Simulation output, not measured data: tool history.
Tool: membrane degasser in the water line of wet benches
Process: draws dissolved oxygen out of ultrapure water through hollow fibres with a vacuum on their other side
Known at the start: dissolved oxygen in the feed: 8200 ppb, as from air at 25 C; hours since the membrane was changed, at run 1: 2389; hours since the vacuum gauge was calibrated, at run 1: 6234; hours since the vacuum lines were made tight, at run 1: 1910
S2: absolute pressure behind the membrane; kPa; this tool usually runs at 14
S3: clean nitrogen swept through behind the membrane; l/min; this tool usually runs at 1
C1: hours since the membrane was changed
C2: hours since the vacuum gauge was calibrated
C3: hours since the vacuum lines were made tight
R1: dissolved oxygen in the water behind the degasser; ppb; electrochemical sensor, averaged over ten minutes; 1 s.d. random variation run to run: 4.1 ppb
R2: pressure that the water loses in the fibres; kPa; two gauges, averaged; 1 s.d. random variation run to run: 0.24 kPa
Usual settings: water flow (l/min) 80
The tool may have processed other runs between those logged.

{"run": 1, "day": 0.0, "water flow (l/min)": 80, "S2": 14, "S3": 1, "C1": 2389, "C2": 6234, "C3": 1910, "R1": 1322.5, "R2": 63.88}
{"run": 2, "day": 2.258, "water flow (l/min)": 80, "S2": 14, "S3": 1, "C1": 2443, "C2": 6288, "C3": 1964, "R1": 1325.3, "R2": 64.32}
{"day": 3.562, "done": "vacuum gauge calibrated"}
{"run": 3, "day": 4.912, "water flow (l/min)": 80, "S2": 14, "S3": 1, "C1": 2506, "C2": 32, "C3": 2027, "R1": 1282, "R2": 64.22}
{"run": 4, "day": 6.838, "water flow (l/min)": 80, "S2": 14, "S3": 1.05, "C1": 2552, "C2": 79, "C3": 2073, "R1": 1248.8, "R2": 64.12}
{"run": 5, "day": 11.054, "water flow (l/min)": 80, "S2": 14, "S3": 0.58, "C1": 2653, "C2": 180, "C3": 2175, "R1": 1745.5, "R2": 64.22}
{"run": 6, "day": 14.596, "water flow (l/min)": 80, "S2": 14, "S3": 0.58, "C1": 2738, "C2": 265, "C3": 2260, "R1": 1757, "R2": 64.61}
{"run": 7, "day": 17.142, "water flow (l/min)": 80, "S2": 14, "S3": 0.58, "C1": 2799, "C2": 326, "C3": 2321, "R1": 1759.5, "R2": 64.5}
{"run": 8, "day": 21.017, "water flow (l/min)": 80, "S2": 14, "S3": 0.58, "C1": 2892, "C2": 419, "C3": 2414, "R1": 1740.7, "R2": 64.9}
{"run": 9, "day": 24.496, "water flow (l/min)": 80, "S2": 14, "S3": 1, "C1": 2976, "C2": 502, "C3": 2497, "R1": 1294.7, "R2": 64.45}
{"run": 10, "day": 28.721, "water flow (l/min)": 72, "S2": 14, "S3": 1, "C1": 3077, "C2": 604, "C3": 2599, "R1": 1210.4, "R2": 57.87}
{"run": 11, "day": 33.142, "water flow (l/min)": 80, "S2": 14, "S3": 1, "C1": 3184, "C2": 710, "C3": 2705, "R1": 1289.2, "R2": 64.53}
{"run": 12, "day": 37.596, "water flow (l/min)": 80, "S2": 14, "S3": 1, "C1": 3290, "C2": 817, "C3": 2812, "R1": 1291, "R2": 64.94}
{"run": 13, "day": 41.425, "water flow (l/min)": 80, "S2": 14, "S3": 1, "C1": 3382, "C2": 909, "C3": 2903, "R1": 1290.7, "R2": 64.56}
{"run": 14, "day": 43.779, "water flow (l/min)": 52, "S2": 17.4, "S3": 1.31, "C1": 3439, "C2": 965, "C3": 2960, "R1": 1025.5, "R2": 42.16}
{"run": 15, "day": 46.029, "water flow (l/min)": 52, "S2": 33, "S3": 2.74, "C1": 3493, "C2": 1019, "C3": 3014, "R1": 1115.6, "R2": 42.03}
{"run": 16, "day": 48.383, "water flow (l/min)": 58, "S2": 12.9, "S3": 2.68, "C1": 3549, "C2": 1076, "C3": 3070, "R1": 447.3, "R2": 46.89}
{"run": 17, "day": 52.062, "water flow (l/min)": 65, "S2": 15.6, "S3": 0.65, "C1": 3638, "C2": 1164, "C3": 3159, "R1": 1652.5, "R2": 52.84}
{"run": 18, "day": 55.379, "water flow (l/min)": 111, "S2": 14, "S3": 1.73, "C1": 3717, "C2": 1244, "C3": 3238, "R1": 1135.2, "R2": 90.23}
{"run": 19, "day": 59.883, "water flow (l/min)": 80, "S2": 17.2, "S3": 1, "C1": 3825, "C2": 1352, "C3": 3346, "R1": 1624.6, "R2": 64.95}
{"run": 20, "day": 62.088, "water flow (l/min)": 80, "S2": 14, "S3": 0.75, "C1": 3878, "C2": 1405, "C3": 3399, "R1": 1522, "R2": 65.07}
{"run": 21, "day": 63.958, "water flow (l/min)": 55, "S2": 10.3, "S3": 1.26, "C1": 3923, "C2": 1449, "C3": 3444, "R1": 587.7, "R2": 44.81}
{"day": 64.312, "done": "seals of the vacuum lines changed"}
{"run": 22, "day": 65.962, "water flow (l/min)": 55, "S2": 20.8, "S3": 1.26, "C1": 3969, "C2": 1496, "C3": 40, "R1": 1328.6, "R2": 44.97}
{"run": 23, "day": 69.762, "water flow (l/min)": 52, "S2": 14, "S3": 0.88, "C1": 4060, "C2": 1587, "C3": 131, "R1": 1065.1, "R2": 42.32}
{"run": 24, "day": 71.621, "water flow (l/min)": 52, "S2": 14, "S3": 0.88, "C1": 4105, "C2": 1631, "C3": 175, "R1": 1065.8, "R2": 41.9}
{"run": 25, "day": 74.0, "water flow (l/min)": 93, "S2": 14.7, "S3": 1.92, "C1": 4162, "C2": 1688, "C3": 233, "R1": 991.1, "R2": 76.26}

Each row is a separate what-if for the run after 25, all from the same tool condition, not one after another. Results?
{"run": "A", "day": 78.108, "water flow (l/min)": 114, "S2": 25.5, "S3": 0.54, "C1": 4261, "C2": 1787, "C3": 331, "R1": "?", "R2": "?"}
{"run": "B", "day": 78.108, "water flow (l/min)": 54, "S2": 19.8, "S3": 0.45, "C1": 4261, "C2": 1787, "C3": 331, "R1": "?", "R2": "?"}
{"run": "C", "day": 78.108, "water flow (l/min)": 55, "S2": 26.7, "S3": 0.85, "C1": 4261, "C2": 1787, "C3": 331, "R1": "?", "R2": "?"}
{"run": "D", "day": 78.108, "water flow (l/min)": 80, "S2": 26.7, "S3": 1.93, "C1": 4261, "C2": 1787, "C3": 331, "R1": "?", "R2": "?"}

run=A R1=3752.2 R2=92.5
run=B R1=2336.4 R2=43.96
run=C R1=2172.6 R2=44.44
run=D R1=1624.2 R2=64.92
Without the tool's hidden state the same runs would have given:
run=A R1=3734.6 R2=89.15
run=B R1=2319.4 R2=42.37
run=C R1=2160.4 R2=42.82
run=D R1=1613.6 R2=62.56
